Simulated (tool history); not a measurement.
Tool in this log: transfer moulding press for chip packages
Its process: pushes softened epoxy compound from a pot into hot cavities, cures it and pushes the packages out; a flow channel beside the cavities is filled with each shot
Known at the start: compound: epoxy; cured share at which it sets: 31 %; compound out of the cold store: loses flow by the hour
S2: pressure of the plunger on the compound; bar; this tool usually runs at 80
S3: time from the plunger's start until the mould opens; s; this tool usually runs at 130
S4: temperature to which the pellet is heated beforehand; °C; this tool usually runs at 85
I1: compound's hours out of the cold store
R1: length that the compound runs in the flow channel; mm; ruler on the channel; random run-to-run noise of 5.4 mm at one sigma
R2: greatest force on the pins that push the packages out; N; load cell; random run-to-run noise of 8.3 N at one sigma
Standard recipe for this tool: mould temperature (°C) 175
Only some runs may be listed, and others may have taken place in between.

run 1 hour=0 | mould_temperature_(°C)=175 S2=80 S3=130 S4=85 | I1=45.3 | R1=505 R2=516
run 2 hour=29.2 | mould_temperature_(°C)=175 S2=80 S3=130 S4=85 | I1=25.9 | R1=526 R2=602
-- hour=33.2 cavities cleaned with cleaning compound and waxed
run 3 hour=46.2 | mould_temperature_(°C)=175 S2=80 S3=130 S4=85 | I1=22.2 | R1=536 R2=668
run 4 hour=74.3 | mould_temperature_(°C)=175 S2=80 S3=130 S4=85 | I1=39.9 | R1=502 R2=728
run 5 hour=90.1 | mould_temperature_(°C)=175 S2=80 S3=130 S4=85 | I1=13.5 | R1=544 R2=745
-- hour=101 cavities cleaned with cleaning compound and waxed
run 6 hour=117.7 | mould_temperature_(°C)=175 S2=80 S3=130 S4=85 | I1=27.6 | R1=520 R2=431
run 7 hour=141.8 | mould_temperature_(°C)=175 S2=80 S3=130 S4=85 | I1=32.6 | R1=510 R2=533
-- hour=169.8 cavities cleaned with cleaning compound and waxed
run 8 hour=169.9 | mould_temperature_(°C)=175 S2=80 S3=130 S4=85 | I1=41.7 | R1=500 R2=367
-- hour=179 cavities cleaned with cleaning compound and waxed, once more
run 9 hour=198.8 | mould_temperature_(°C)=175 S2=80 S3=130 S4=85 | I1=12 | R1=525 R2=455
run 10 hour=222.2 | mould_temperature_(°C)=175 S2=80 S3=116 S4=85 | I1=37.7 | R1=480 R2=599
run 11 hour=239 | mould_temperature_(°C)=175 S2=80 S3=116 S4=85 | I1=27 | R1=506 R2=684
-- hour=248.3 cavities cleaned with cleaning compound and waxed
run 12 hour=256.9 | mould_temperature_(°C)=175 S2=80 S3=116 S4=85 | I1=25.2 | R1=505 R2=448
-- hour=267.9 plunger's sealing rings changed
run 13 hour=281.9 | mould_temperature_(°C)=175 S2=60.9 S3=130 S4=91 | I1=27.3 | R1=500 R2=532
run 14 hour=311.2 | mould_temperature_(°C)=171 S2=83.2 S3=130 S4=85 | I1=44.5 | R1=545 R2=647
-- hour=320 cavities cleaned with cleaning compound and waxed
run 15 hour=337.9 | mould_temperature_(°C)=175 S2=80 S3=157 S4=95 | I1=22.1 | R1=561 R2=401
run 16 hour=359.5 | mould_temperature_(°C)=175 S2=72.4 S3=117 S4=84 | I1=20.3 | R1=530 R2=608
run 17 hour=376.5 | mould_temperature_(°C)=175 S2=80 S3=162 S4=85 | I1=31.1 | R1=551 R2=509
-- hour=387.6 cavities cleaned with cleaning compound and waxed
run 18 hour=401.3 | mould_temperature_(°C)=175 S2=80 S3=162 S4=85 | I1=28 | R1=542 R2=363
run 19 hour=425.6 | mould_temperature_(°C)=175 S2=80 S3=162 S4=85 | I1=11.1 | R1=579 R2=448
run 20 hour=449.8 | mould_temperature_(°C)=175 S2=84.7 S3=170 S4=95 | I1=8.5 | R1=598 R2=508
-- hour=456.9 cavities cleaned with cleaning compound and waxed
run 21 hour=484.4 | mould_temperature_(°C)=181 S2=79.6 S3=126 S4=85 | I1=34.2 | R1=518 R2=452
run 22 hour=511.9 | mould_temperature_(°C)=175 S2=62.1 S3=130 S4=85 | I1=9 | R1=506 R2=587
-- hour=525.8 cavities cleaned with cleaning compound and waxed
run 23 hour=541.2 | mould_temperature_(°C)=175 S2=82.5 S3=130 S4=90 | I1=15 | R1=568 R2=434
run 24 hour=572.6 | mould_temperature_(°C)=175 S2=82.5 S3=130 S4=90 | I1=15.1 | R1=564 R2=543

A few steps of R1 between consecutive runs. Split each: what settings, incoming material and random variation would produce without the hidden state, and what is left over for the hidden state, along with gauge scatter present in only one of the two compared results (measured, and without hidden state):
What the log doesn't record here: true mould temperature over the reading, C; pressure that reaches the compound, % of what is set; grip of the stained cavities, % over clean ones'; drift of the gauge itself on flow_mm, %; drift of the gauge itself on push_out_n, %.
Run 8 -> 9: cavities cleaned with cleaning compound and waxed, once more. R1 +25 mm: hidden state -6, all else +31.
Run 12 -> 13: S2 80 -> 60.9, S3 116 -> 130, S4 85 -> 91, plunger's sealing rings changed. R1 -5 mm: hidden state +60, all else -65.
Run 20 -> 21: mould temperature (°C) 175 -> 181, S2 84.7 -> 79.6, S3 170 -> 126, S4 95 -> 85, cavities cleaned with cleaning compound and waxed. R1 -80 mm: hidden state -1, all else -79.
Run 22 -> 23: S2 62.1 -> 82.5, S4 85 -> 90, cavities cleaned with cleaning compound and waxed. R1 +62 mm: hidden state -6, all else +68.

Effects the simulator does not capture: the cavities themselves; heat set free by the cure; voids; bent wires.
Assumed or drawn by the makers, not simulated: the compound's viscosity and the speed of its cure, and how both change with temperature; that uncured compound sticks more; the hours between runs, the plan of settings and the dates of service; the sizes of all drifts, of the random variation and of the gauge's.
